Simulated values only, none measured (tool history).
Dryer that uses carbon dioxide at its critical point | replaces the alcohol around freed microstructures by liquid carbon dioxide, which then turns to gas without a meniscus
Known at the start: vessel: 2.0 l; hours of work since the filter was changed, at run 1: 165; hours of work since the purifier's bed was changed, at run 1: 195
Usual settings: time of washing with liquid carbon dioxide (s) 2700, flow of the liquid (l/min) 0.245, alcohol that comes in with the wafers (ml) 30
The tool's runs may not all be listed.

run	day	time of washing with liquid carbon dioxide (s)	flow of the liquid (l/min)	alcohol that comes in with the wafers (ml)	hours of work since the filter was changed	hours of work since the purifier's bed was changed	alcohol left in the vessel before it's heated (ppm by volume)
1	0	2700	0.245	30	165	195	363
2	0.933	2700	0.245	30	178	208	384
3	2.038	2700	0.245	30	193	223	383
4	2.867	1980	0.245	30	204	234	982
5	3.6	1980	0.245	30	214	245	993
6	4.858	1980	0.245	30	231	262	983
7	5.921	1980	0.29	30	246	276	641
8	6.575	1980	0.29	30	255	285	664
9	7.238	1980	0.29	30	264	294	663
10	7.892	2700	0.245	25	273	303	385
11	9.088	2700	0.245	25	289	320	414
12	10.146	2700	0.245	22	303	334	374
13	10.754	2700	0.245	22	312	342	387
14	11.429	2700	0.245	22	321	351	376
15	12.033	2700	0.245	30	329	360	519
16	13.417	2700	0.245	30	348	379	527
17	14.262	2700	0.245	30	360	390	522
18	14.921	2700	0.245	30	369	399	534
19	15.512	2700	0.245	116	377	407	1898
# day 16.808: inlet filter changed
20	16.9	2700	0.245	116	1	426	989
21	17.854	2700	0.245	116	14	439	984
22	19.058	2700	0.245	23	31	455	289
23	19.996	2700	0.245	23	44	468	303
24	20.871	2700	0.245	23	56	480	287
25	21.812	2700	0.245	23	68	493	322
26	22.983	1800	0.31	30	84	509	584
27	23.942	1800	0.31	30	97	522	598
28	24.542	2700	0.21	76	106	530	1425
29	25.829	2700	0.21	76	123	548	1452
30	27.096	2760	0.185	30	141	565	886
31	28.462	2700	0.154	63	159	584	2961
32	29.092	2400	0.165	63	168	592	3336
33	30.479	2820	0.165	63	187	611	2407
34	31.079	2100	0.166	41	195	619	3019
35	32.088	2100	0.166	41	209	633	3136
36	33.129	1980	0.384	41	223	647	381
37	33.917	1980	0.384	41	234	658	390
38	34.508	2880	0.391	30	242	666	165
39	35.429	2880	0.217	108	254	679	1831
40	36.579	4080	0.353	108	270	695	156
41	37.567	2700	0.304	28	284	708	288
42	38.417	2100	0.245	92	295	720	2844
43	39.271	1740	0.245	30	307	731	1583
44	40.567	1740	0.245	30	325	749	1634
45	41.204	1740	0.245	30	333	758	1676
46	42.508	2460	0.183	30	351	776	1550

Hidden state or all else? Some run-to-run changes of alcohol left in the vessel before it's heated (ppm by volume), split into what the settings, what came in and random variation would give without the hidden state, and what is left for the hidden state (with any gauge scatter that isn't in both results):
The hidden state here: flow that reaches the vessel past the clogged filter, %; alcohol in the recycled carbon dioxide, ppm; drift of the gauge itself on alcohol_ppm, %.
Run 18 -> 19: alcohol that comes in with the wafers (ml) 30 -> 116. alcohol left in the vessel before it's heated (ppm by volume) +1364: hidden state +675, all else +689.
Run 19 -> 20: inlet filter changed. alcohol left in the vessel before it's heated (ppm by volume) -909: hidden state -884, all else -25.
Run 30 -> 31: time of washing with liquid carbon dioxide (s) 2760 -> 2700, flow of the liquid (l/min) 0.185 -> 0.154, alcohol that comes in with the wafers (ml) 30 -> 63. alcohol left in the vessel before it's heated (ppm by volume) +2075: hidden state +314, all else +1761.
Run 35 -> 36: time of washing with liquid carbon dioxide (s) 2100 -> 1980, flow of the liquid (l/min) 0.166 -> 0.384. alcohol left in the vessel before it's heated (ppm by volume) -2755: hidden state -430, all else -2325.
Run 41 -> 42: time of washing with liquid carbon dioxide (s) 2700 -> 2100, flow of the liquid (l/min) 0.304 -> 0.245, alcohol that comes in with the wafers (ml) 28 -> 92. alcohol left in the vessel before it's heated (ppm by volume) +2556: hidden state +822, all else +1734.
